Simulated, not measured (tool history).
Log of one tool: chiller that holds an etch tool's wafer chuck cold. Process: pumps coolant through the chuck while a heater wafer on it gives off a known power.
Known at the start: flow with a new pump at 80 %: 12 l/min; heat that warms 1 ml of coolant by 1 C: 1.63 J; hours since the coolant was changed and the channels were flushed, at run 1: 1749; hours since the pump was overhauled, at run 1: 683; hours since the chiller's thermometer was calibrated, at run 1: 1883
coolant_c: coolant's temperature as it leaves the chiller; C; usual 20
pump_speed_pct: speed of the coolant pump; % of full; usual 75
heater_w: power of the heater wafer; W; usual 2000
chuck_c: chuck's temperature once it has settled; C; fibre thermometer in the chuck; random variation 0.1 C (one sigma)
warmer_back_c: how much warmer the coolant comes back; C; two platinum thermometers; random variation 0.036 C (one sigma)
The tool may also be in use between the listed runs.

run     day  coolant_c  pump_speed_pct  heater_w  hours since the coolant was changed and the channels were flushed  hours since the pump was overhauled  hours since the chiller's thermometer was calibrated  chuck_c  warmer_back_c
  1       0         20              75      2000                                                               1749                                  683                                                  1883     43.3            6.6
  2    3.35         20              67      2000                                                               1830                                  763                                                  1963     45.8           7.39
  3   6.229         20              67      2000                                                               1899                                  833                                                  2032       46           7.47
  4   9.967         20              67      2000                                                               1989                                  922                                                  2122       46           7.42
  5  11.667         20              67      2000                                                               2029                                  963                                                  2163     46.1           7.38
  6  15.429         20              75      1505                                                               2120                                 1053                                                  2253     37.9              5
  7  19.358         20              75      1505                                                               2214                                 1148                                                  2347       38              5
  8  22.525         20              75      1505                                                               2290                                 1224                                                  2423     38.1           5.11
  9  26.254         20              75      1505                                                               2379                                 1313                                                  2513     37.9           4.97
 10  27.958         20              75      1505                                                               2420                                 1354                                                  2554     38.4              5
 11  30.833         20              75      2000                                                               2489                                 1423                                                  2623     44.3           6.67
 12  32.596         20              86      2000                                                               2532                                 1465                                                  2665     41.7           5.81
 13    34.5         20              75      2000                                                               2577                                 1511                                                  2711     44.5           6.61
 14    37.8         20              75      2000                                                               2657                                 1590                                                  2790     44.7           6.67
 15  41.396         14              75      2000                                                               2743                                 1677                                                  2876     38.5           6.64
 16  44.762         20              75      2000                                                               2824                                 1757                                                  2957     44.5           6.76
 17  47.112         20              75      2000                                                               2880                                 1814                                                  3013     44.9            6.7
 18  49.121         20              75      2000                                                               2928                                 1862                                                  3062     45.1           6.67
 19  52.321         22              75      1144                                                               3005                                 1939                                                  3138     36.2           3.88
     52.854  -- coolant pump overhauled
 20  54.967         16              75      1405                                                               3064                                   51                                                  3197     33.9           4.78
 21  58.379         20              75      1974                                                               3146                                  133                                                  3279       45           6.73
 22  61.175         17              75      1064                                                               3213                                  200                                                  3346     30.6           3.63
 23  62.892         17              75      1064                                                               3254                                  241                                                  3387     30.7           3.62
     64.646  -- coolant pump overhauled, once more
 24  66.388         17              75      1064                                                               3333                                   42                                                  3466     30.2           3.42
 25  69.871         29              84      2000                                                               3416                                  125                                                  3550     51.6           5.83
 26  73.725         15              84      1052                                                               3509                                  218                                                  3642     26.9           3.08
 27  76.075         15              84      1195                                                               3565                                  274                                                  3699     28.6           3.48
 28  79.133         17              74      1094                                                               3639                                  348                                                  3772     30.9           3.67
 29  81.483         25              73      1669                                                               3695                                  404                                                  3828     46.6           5.69
 30  85.575         25              73      1669                                                               3793                                  502                                                  3926     46.7           5.73
 31  89.183         11              86      2013                                                               3880                                  589                                                  4013     33.9           5.79

3 ways to go on from here, each from the tool as it stands after run 31. What would each give?
  A  91.733         11              86      2013                                                               3941                                  650                                                  4074        ?              ?
  B  91.733         18              73      1134                                                               3941                                  650                                                  4074        ?              ?
  C  91.733         22              88      1165                                                               3941                                  650                                                  4074        ?              ?

run  chuck_c  warmer_back_c
  A     33.7           5.78
  B     32.9           3.87
  C       35           3.28
Without the tool's hidden state the same runs would have given:
run  chuck_c  warmer_back_c
  A     30.5            5.7
  B     30.7           3.82
  C       33           3.23
